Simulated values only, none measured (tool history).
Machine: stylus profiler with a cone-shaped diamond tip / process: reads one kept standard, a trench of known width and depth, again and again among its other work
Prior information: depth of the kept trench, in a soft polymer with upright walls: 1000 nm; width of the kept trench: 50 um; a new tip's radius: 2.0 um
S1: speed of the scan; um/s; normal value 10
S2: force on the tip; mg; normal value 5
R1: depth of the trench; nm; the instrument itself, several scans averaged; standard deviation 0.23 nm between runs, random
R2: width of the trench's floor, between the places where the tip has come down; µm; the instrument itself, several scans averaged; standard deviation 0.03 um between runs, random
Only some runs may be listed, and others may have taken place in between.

{"run": 1, "hour": 0.0, "S1": 10, "S2": 5, "R1": 1019.03, "R2": 45.18}
{"run": 2, "hour": 57.2, "S1": 10, "S2": 5, "R1": 1019.08, "R2": 45.02}
{"run": 3, "hour": 119.5, "S1": 23, "S2": 5, "R1": 1018.6, "R2": 44.96}
{"run": 4, "hour": 202.6, "S1": 23, "S2": 5, "R1": 1019.86, "R2": 44.87}
{"run": 5, "hour": 242.8, "S1": 23, "S2": 5, "R1": 1019.46, "R2": 44.76}
{"run": 6, "hour": 315.7, "S1": 23, "S2": 5, "R1": 1019.5, "R2": 44.73}
{"run": 7, "hour": 375.7, "S1": 10, "S2": 5, "R1": 1019.68, "R2": 44.66}
{"run": 8, "hour": 429.1, "S1": 28, "S2": 5, "R1": 1020.19, "R2": 44.53}
{"run": 9, "hour": 477.0, "S1": 28, "S2": 1.67, "R1": 1011.29, "R2": 44.41}
{"run": 10, "hour": 529.8, "S1": 28, "S2": 1.67, "R1": 1011.13, "R2": 44.41}
{"run": 11, "hour": 572.4, "S1": 4, "S2": 2.35, "R1": 1013.61, "R2": 44.42}
{"hour": 579.0, "done": "height scale calibrated on a step standard"}
{"run": 12, "hour": 630.4, "S1": 24, "S2": 2.21, "R1": 1014.84, "R2": 44.34}
{"run": 13, "hour": 708.4, "S1": 24, "S2": 2.21, "R1": 1015.05, "R2": 44.26}
{"hour": 738.1, "done": "height scale calibrated on a step standard, once more"}
{"run": 14, "hour": 769.8, "S1": 30, "S2": 2.02, "R1": 1008.59, "R2": 44.08}
{"run": 15, "hour": 839.7, "S1": 30, "S2": 2.02, "R1": 1009.17, "R2": 44.08}

4 options for the next run, each taken on its own from the tool as it stands now. Forecast them:
{"run": "A", "hour": 910.8, "S1": 8, "S2": 2.79, "R1": "?", "R2": "?"}
{"run": "B", "hour": 910.8, "S1": 27, "S2": 2.02, "R1": "?", "R2": "?"}
{"run": "C", "hour": 910.8, "S1": 27, "S2": 2.02, "R1": "?", "R2": "?"}
{"run": "D", "hour": 910.8, "S1": 8, "S2": 2.02, "R1": "?", "R2": "?"}

run=A R1=1011.12 R2=44.07
run=B R1=1009.16 R2=43.99
run=C R1=1008.98 R2=43.97
run=D R1=1009 R2=44.11
Take away the tool's hidden state, keep each run's random variation, and the runs would have read:
run=A R1=1011.08 R2=46.48
run=B R1=1009.12 R2=46.41
run=C R1=1008.94 R2=46.39
run=D R1=1008.97 R2=46.53
